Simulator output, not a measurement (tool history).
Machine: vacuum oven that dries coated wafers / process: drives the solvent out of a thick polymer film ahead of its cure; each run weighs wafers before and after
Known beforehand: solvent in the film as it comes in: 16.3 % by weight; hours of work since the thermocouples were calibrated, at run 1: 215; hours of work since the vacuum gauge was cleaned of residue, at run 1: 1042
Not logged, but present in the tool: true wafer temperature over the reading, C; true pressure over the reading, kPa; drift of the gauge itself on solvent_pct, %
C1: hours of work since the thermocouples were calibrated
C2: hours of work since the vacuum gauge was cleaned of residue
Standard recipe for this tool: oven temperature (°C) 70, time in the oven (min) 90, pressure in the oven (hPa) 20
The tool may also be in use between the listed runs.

Run 1, hour 0.0: usual settings; C1 215; C2 1042. Result: solvent left in the film (%) 3.06.
Run 2, hour 19.1: usual settings; C1 226; C2 1053. Result: solvent left in the film (%) 3.08.
Run 3, hour 54.7: usual settings; C1 247; C2 1074. Result: solvent left in the film (%) 3.06.
Run 4, hour 76.0: usual settings; C1 260; C2 1087. Result: solvent left in the film (%) 3.09.
Run 5, hour 103.6: usual settings; C1 276; C2 1103. Result: solvent left in the film (%) 2.98.
Run 6, hour 141.9: usual settings; C1 299; C2 1126. Result: solvent left in the film (%) 2.94.
Run 7, hour 178.4: usual settings; C1 320; C2 1147. Result: solvent left in the film (%) 2.95.
Run 8, hour 215.9: usual settings; C1 342; C2 1169. Result: solvent left in the film (%) 3.08.
Run 9, hour 259.6: usual settings but time in the oven (min) 156; C1 368; C2 1195. Result: solvent left in the film (%) 1.17.
Run 10, hour 304.7: usual settings but time in the oven (min) 156; C1 395; C2 1222. Result: solvent left in the film (%) 1.23.

What will run 11 give?
Run 11, hour 350.1: usual settings but time in the oven (min) 95; C1 421; C2 1248. Result: solvent left in the film (%) ?.

{"run 11": {"solvent left in the film (%)": 2.82}}
Minus the tool's unlogged condition, the same run would have read solvent left in the film (%) 2.83.
